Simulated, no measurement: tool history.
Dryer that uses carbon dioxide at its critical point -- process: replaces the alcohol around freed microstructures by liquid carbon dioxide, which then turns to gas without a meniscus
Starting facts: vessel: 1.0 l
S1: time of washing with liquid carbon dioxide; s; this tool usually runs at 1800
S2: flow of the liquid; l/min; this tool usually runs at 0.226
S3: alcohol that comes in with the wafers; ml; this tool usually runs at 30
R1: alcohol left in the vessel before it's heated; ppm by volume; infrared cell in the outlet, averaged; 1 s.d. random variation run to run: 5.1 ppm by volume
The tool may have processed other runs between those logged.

run 1 hour=0.0 | S1=1800 S2=0.226 S3=30 | R1=121
run 2 hour=41.0 | S1=1800 S2=0.226 S3=30 | R1=127
run 3 hour=73.8 | S1=1800 S2=0.226 S3=30 | R1=132
run 4 hour=110.7 | S1=1800 S2=0.226 S3=30 | R1=132
run 5 hour=164.4 | S1=1800 S2=0.226 S3=30 | R1=136
run 6 hour=205.0 | S1=1800 S2=0.226 S3=30 | R1=141
run 7 hour=256.2 | S1=1800 S2=0.226 S3=30 | R1=142
run 8 hour=310.3 | S1=1800 S2=0.296 S3=30 | R1=58
run 9 hour=375.3 | S1=1800 S2=0.296 S3=21 | R1=43
run 10 hour=441.4 | S1=1080 S2=0.353 S3=25 | R1=183
run 11 hour=472.1 | S1=1800 S2=0.141 S3=26 | R1=944
run 12 hour=515.7 | S1=2700 S2=0.226 S3=30 | R1=49
run 13 hour=561.9 | S1=2220 S2=0.226 S3=60 | R1=122
run 14 hour=613.5 | S1=2220 S2=0.226 S3=60 | R1=131
-- hour=622.9 inlet filter changed
run 15 hour=668.9 | S1=1800 S2=0.302 S3=34 | R1=50

Forecast each of these 5 alternatives for the next run:
run A hour=703.1 | S1=2160 S2=0.226 S3=80 | R1=?
run B hour=703.1 | S1=1140 S2=0.309 S3=37 | R1=?
run C hour=703.1 | S1=1800 S2=0.203 S3=30 | R1=?
run D hour=703.1 | S1=2280 S2=0.357 S3=30 | R1=?
run E hour=703.1 | S1=1800 S2=0.215 S3=43 | R1=?

run=A R1=87
run=B R1=202
run=C R1=151
run=D R1=55
run=E R1=144
Without the tool's unlogged condition, the same runs would have read:
run=A R1=41
run=B R1=150
run=C R1=103
run=D R1=13
run=E R1=96
